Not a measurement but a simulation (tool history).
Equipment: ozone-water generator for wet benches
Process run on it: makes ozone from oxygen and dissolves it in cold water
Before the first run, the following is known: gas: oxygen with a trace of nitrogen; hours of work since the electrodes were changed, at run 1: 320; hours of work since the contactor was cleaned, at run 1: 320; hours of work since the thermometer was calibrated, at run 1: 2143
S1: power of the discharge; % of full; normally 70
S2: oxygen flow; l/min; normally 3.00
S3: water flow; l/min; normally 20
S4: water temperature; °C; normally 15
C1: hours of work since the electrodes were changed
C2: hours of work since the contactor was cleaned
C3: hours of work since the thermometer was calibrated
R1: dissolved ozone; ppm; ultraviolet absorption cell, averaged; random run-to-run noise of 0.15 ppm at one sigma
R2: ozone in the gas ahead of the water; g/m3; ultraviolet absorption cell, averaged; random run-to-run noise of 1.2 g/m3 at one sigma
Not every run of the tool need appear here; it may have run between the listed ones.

Run 1, hour 0.0: usual settings; C1 320; C2 320; C3 2143. Result: R1 18.1 ppm, R2 209.2 g/m3.
Run 2, hour 200.6: usual settings; C1 504; C2 504; C3 2328. Result: R1 18.1 ppm, R2 209.2 g/m3.
Run 3, hour 337.5: usual settings; C1 630; C2 630; C3 2454. Result: R1 18.1 ppm, R2 209.3 g/m3.
Run 4, hour 461.8: usual settings; C1 744; C2 744; C3 2568. Result: R1 18.1 ppm, R2 207.6 g/m3.
Run 5, hour 632.1: usual settings but S1 41 % of full; C1 901; C2 901; C3 2724. Result: R1 12.3 ppm, R2 143.0 g/m3.
Run 6, hour 844.6: usual settings; C1 1096; C2 1096; C3 2920. Result: R1 17.7 ppm, R2 206.5 g/m3.
Run 7, hour 1028.0: usual settings; C1 1265; C2 1265; C3 3088. Result: R1 17.8 ppm, R2 206.2 g/m3.
Run 8, hour 1161.5: usual settings; C1 1387; C2 1387; C3 3211. Result: R1 17.8 ppm, R2 207.3 g/m3.
Run 9, hour 1314.0: usual settings; C1 1528; C2 1528; C3 3351. Result: R1 17.9 ppm, R2 208.5 g/m3.
Run 10, hour 1465.0: usual settings but S1 64 % of full; C1 1667; C2 1667; C3 3490. Result: R1 17.1 ppm, R2 195.3 g/m3.
Run 11, hour 1662.3: usual settings; C1 1848; C2 1848; C3 3671. Result: R1 17.8 ppm, R2 205.0 g/m3.
Run 12, hour 1848.3: usual settings; C1 2019; C2 2019; C3 3843. Result: R1 18.0 ppm, R2 204.9 g/m3.
Run 13, hour 2060.2: usual settings but S2 2.58 l/min; C1 2214; C2 2214; C3 4037. Result: R1 17.1 ppm, R2 220.4 g/m3.
Run 14, hour 2181.2: usual settings; C1 2325; C2 2325; C3 4149. Result: R1 17.8 ppm, R2 205.9 g/m3.
Run 15, hour 2295.4: usual settings; C1 2430; C2 2430; C3 4254. Result: R1 17.4 ppm, R2 203.6 g/m3.
Run 16, hour 2495.1: usual settings but S2 2.52 l/min; C1 2614; C2 2614; C3 4437. Result: R1 16.9 ppm, R2 221.1 g/m3.
Run 17, hour 2643.7: usual settings; C1 2750; C2 2750; C3 4574. Result: R1 17.8 ppm, R2 203.9 g/m3.
Run 18, hour 2839.5: usual settings but S1 42 % of full, S4 8 °C; C1 2930; C2 2930; C3 4754. Result: R1 13.0 ppm, R2 142.5 g/m3.
At hour 3010.1: water thermometer calibrated.
Run 19, hour 3014.9: usual settings but S1 98 % of full, S4 18 °C; C1 3091; C2 3091; C3 4. Result: R1 21.1 ppm, R2 250.6 g/m3.
Run 20, hour 3125.1: usual settings but S2 4.06 l/min, S4 17 °C; C1 3192; C2 3192; C3 106. Result: R1 18.1 ppm, R2 174.4 g/m3.
Run 21, hour 3227.9: usual settings but S1 63 % of full, S2 4.58 l/min, S3 16 l/min, S4 17 °C; C1 3287; C2 3287; C3 200. Result: R1 19.7 ppm, R2 153.4 g/m3.
Run 22, hour 3405.3: usual settings but S1 63 % of full, S2 4.58 l/min, S3 16 l/min, S4 17 °C; C1 3450; C2 3450; C3 363. Result: R1 20.0 ppm, R2 153.1 g/m3.
Run 23, hour 3512.3: usual settings but S1 63 % of full, S2 4.58 l/min, S3 16 l/min, S4 17 °C; C1 3548; C2 3548; C3 462. Result: R1 20.0 ppm, R2 152.9 g/m3.
Run 24, hour 3654.0: usual settings but S1 45 % of full, S3 12 l/min, S4 20 °C; C1 3679; C2 3679; C3 592. Result: R1 18.5 ppm, R2 147.4 g/m3.
Run 25, hour 3872.1: usual settings but S1 45 % of full, S3 12 l/min, S4 20 °C; C1 3879; C2 3879; C3 792. Result: R1 18.1 ppm, R2 149.5 g/m3.
At hour 3903.2: contactor cleaned.
Run 26, hour 4072.2: usual settings but S1 45 % of full, S3 12 l/min, S4 20 °C; C1 4059; C2 155; C3 973. Result: R1 18.0 ppm, R2 148.3 g/m3.
Run 27, hour 4187.2: usual settings but S1 45 % of full, S2 2.30 l/min, S3 12 l/min, S4 21 °C; C1 4165; C2 261; C3 1079. Result: R1 17.8 ppm, R2 166.7 g/m3.
Run 28, hour 4368.9: usual settings but S1 45 % of full, S2 2.30 l/min, S3 12 l/min, S4 21 °C; C1 4332; C2 428; C3 1246. Result: R1 17.5 ppm, R2 166.5 g/m3.
Run 29, hour 4508.1: usual settings but S1 49 % of full, S2 4.32 l/min, S3 12 l/min, S4 11 °C; C1 4460; C2 556; C3 1374. Result: R1 22.4 ppm, R2 132.2 g/m3.
Run 30, hour 4641.1: usual settings but S1 49 % of full, S2 2.15 l/min, S3 12 l/min; C1 4582; C2 678; C3 1496. Result: R1 19.5 ppm, R2 183.5 g/m3.
Run 31, hour 4850.7: usual settings but S1 49 % of full, S2 3.63 l/min, S3 31 l/min, S4 16 °C; C1 4775; C2 871; C3 1689. Result: R1 9.1 ppm, R2 140.8 g/m3.
Run 32, hour 4969.1: usual settings but S1 49 % of full, S2 4.73 l/min, S3 31 l/min, S4 8 °C; C1 4884; C2 980; C3 1797. Result: R1 10.4 ppm, R2 124.3 g/m3.
Run 33, hour 5088.3: usual settings but S2 2.40 l/min, S3 21 l/min, S4 9 °C; C1 4994; C2 1090; C3 1907. Result: R1 16.0 ppm, R2 218.8 g/m3.

Same runs, no hidden state in the tool, same run-to-run variation:
The tool's hidden condition here consists of: yield of the discharge, % of new electrodes'; contactor's efficiency, % of a clean one's; true water temperature over the reading, C; drift of the gauge itself on ozone_ppm, %; drift of the gauge itself on gas_g_m3, %.
run    R1     R2
  1  18.2  210.3
  2  18.3  210.9
  3  18.3  211.4
  4  18.3  210.0
  5  12.4  144.3
  6  18.1  209.9
  7  18.2  210.0
  8  18.2  211.4
  9  18.4  213.1
 10  17.6  199.6
 11  18.4  210.5
 12  18.7  210.8
 13  17.8  227.4
 14  18.5  212.8
 15  18.2  210.7
 16  17.7  229.4
 17  18.7  212.0
 18  13.5  146.4
 19  22.6  264.6
 20  19.1  182.5
 21  20.8  160.2
 22  21.2  160.2
 23  21.2  160.2
 24  19.4  152.9
 25  19.0  155.4
 26  18.8  154.4
 27  18.5  173.6
 28  18.3  173.8
 29  23.5  138.7
 30  20.5  192.7
 31   9.6  148.2
 32  11.0  131.1
 33  17.2  234.9

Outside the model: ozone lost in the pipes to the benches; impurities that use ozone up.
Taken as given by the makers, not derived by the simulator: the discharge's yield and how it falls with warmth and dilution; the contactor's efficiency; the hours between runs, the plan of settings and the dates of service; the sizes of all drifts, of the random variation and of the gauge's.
